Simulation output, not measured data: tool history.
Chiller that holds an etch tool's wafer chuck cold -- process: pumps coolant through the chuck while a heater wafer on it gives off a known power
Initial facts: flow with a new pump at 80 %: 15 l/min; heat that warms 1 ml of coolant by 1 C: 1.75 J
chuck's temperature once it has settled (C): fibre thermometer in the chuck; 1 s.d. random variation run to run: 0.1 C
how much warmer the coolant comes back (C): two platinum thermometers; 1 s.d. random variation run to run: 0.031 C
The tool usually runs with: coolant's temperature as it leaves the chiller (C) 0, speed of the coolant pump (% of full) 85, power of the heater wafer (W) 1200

run	day	coolant's temperature as it leaves the chiller (C)	speed of the coolant pump (% of full)	power of the heater wafer (W)	chuck's temperature once it has settled (C)	how much warmer the coolant comes back (C)
1	0.000	0	85	1200	6.8	2.63
2	2.338	0	85	1200	6.9	2.59
3	4.488	0	85	1200	6.9	2.68
4	7.042	0	85	1200	7.1	2.66
5	8.975	0	85	1200	7.1	2.65
6	11.504	0	85	1200	6.8	2.74
7	13.446	0	85	1200	7.0	2.75
8	15.825	0	85	1200	6.9	2.82
9	18.521	0	85	1200	7.1	2.83
10	20.954	9	85	1200	16.1	2.77
11	23.621	0	85	1200	7.0	2.93
12	24.804	0	85	1200	7.1	2.89
13	25.988	0	85	1200	7.0	2.89
14	28.721	6	94	649	9.4	1.59
15	30.188	-7	85	685	-3.0	1.84
16	32.071	2	85	1200	8.9	3.04
# day 33.883: gauge calibrated
17	34.188	4	85	1335	11.9	2.88
18	36.904	0	87	1394	8.1	2.91
19	38.129	0	87	1394	8.0	2.96
20	39.758	9	82	1000	15.0	2.33
21	41.458	9	82	1000	14.9	2.38
22	44.196	9	82	1690	19.2	3.87
23	46.696	9	85	1356	16.9	3.15

3 options for the next run, each taken on its own from the tool as it stands now. Forecast them:
A	48.767	7	85	1580	?	?
B	48.767	-1	72	733	?	?
C	48.767	2	73	1215	?	?

run	chuck's temperature once it has settled (C)	how much warmer the coolant comes back (C)
A	16.1	3.57
B	4.1	2.10
C	10.1	3.21
What these runs would have given with no unlogged condition in the tool:
run	chuck's temperature once it has settled (C)	how much warmer the coolant comes back (C)
A	16.1	3.36
B	4.0	1.90
C	10.1	3.01

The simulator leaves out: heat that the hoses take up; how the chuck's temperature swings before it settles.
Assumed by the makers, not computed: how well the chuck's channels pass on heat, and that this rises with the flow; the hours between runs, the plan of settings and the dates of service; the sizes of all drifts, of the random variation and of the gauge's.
